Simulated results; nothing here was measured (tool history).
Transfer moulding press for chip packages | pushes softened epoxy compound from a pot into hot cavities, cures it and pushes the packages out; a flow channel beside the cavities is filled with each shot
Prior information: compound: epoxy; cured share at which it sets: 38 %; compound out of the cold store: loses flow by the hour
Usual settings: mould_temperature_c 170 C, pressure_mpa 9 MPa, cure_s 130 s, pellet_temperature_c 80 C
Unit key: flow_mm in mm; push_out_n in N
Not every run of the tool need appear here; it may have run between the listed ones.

run,day,mould_temperature_c,pressure_mpa,cure_s,pellet_temperature_c,incoming compound's hours out of the cold store,flow_mm,push_out_n
1,0,170,9,130,80,32.8,845,191
2,0.238,170,9,130,80,46.5,809,213
3,0.512,170,9,130,73,11.3,915,237
4,0.871,170,9,126,80,21.1,882,240
5,1.046,170,9,130,80,8.5,929,248
6,1.275,170,7.03,130,80,30.5,755,250
7,1.479,170,7.03,130,80,25.3,767,253
8,1.817,170,7.03,130,80,34.2,731,261
9,1.988,170,7.03,130,80,42.6,717,276
10,2.188,170,7.03,130,80,12.2,803,296
# day 2.279: cavities cleaned with cleaning compound and waxed
11,2.6,170,9.94,130,80,35.3,874,333
12,2.821,170,9.94,130,80,39.1,859,334
13,3.167,170,7.21,130,80,42.3,726,353
14,3.55,170,9,130,80,20.8,869,363
15,3.838,163,10.46,130,73,11.7,1009,567
16,4.188,163,8.23,130,73,20.4,874,552
# day 4.333: cavities cleaned with cleaning compound and waxed, once more
17,4.571,175,7.14,117,81,22.5,750,179
18,4.958,162,8.94,138,85,32.6,860,299
19,5.262,170,7.66,130,80,30.1,777,228
20,5.638,170,9,141,75,8.7,908,234
# day 6.062: plunger's sealing rings changed
21,6.067,170,9.54,141,75,47.5,885,226
22,6.375,173,10.2,135,80,9.1,1016,239
23,6.767,173,10.2,135,80,30.3,947,246
24,6.971,164,7.08,122,75,31.7,828,448
25,7.162,164,7.08,122,75,23.8,846,454
# day 7.25: cavities cleaned with cleaning compound and waxed
26,7.621,164,7.08,122,75,10.5,900,325
27,7.912,170,9,162,77,36.1,886,189
28,8.138,170,9,162,77,27.8,897,200

Forecast each of these 5 alternatives for the next run:
A,8.383,170,9,162,81,42.1,?,?
B,8.383,169,10.94,162,77,40.2,?,?
C,8.383,170,9,152,83,46.3,?,?
D,8.383,174,9.47,135,80,12.8,?,?
E,8.383,170,9,126,77,26.6,?,?

run,flow_mm,push_out_n
A,854,198
B,958,212
C,850,209
D,973,213
E,904,240
The same runs, with their run-to-run variation unchanged, on a tool lacking any hidden condition would have given:
run,flow_mm,push_out_n
A,864,153
B,970,167
C,861,165
D,985,168
E,915,194

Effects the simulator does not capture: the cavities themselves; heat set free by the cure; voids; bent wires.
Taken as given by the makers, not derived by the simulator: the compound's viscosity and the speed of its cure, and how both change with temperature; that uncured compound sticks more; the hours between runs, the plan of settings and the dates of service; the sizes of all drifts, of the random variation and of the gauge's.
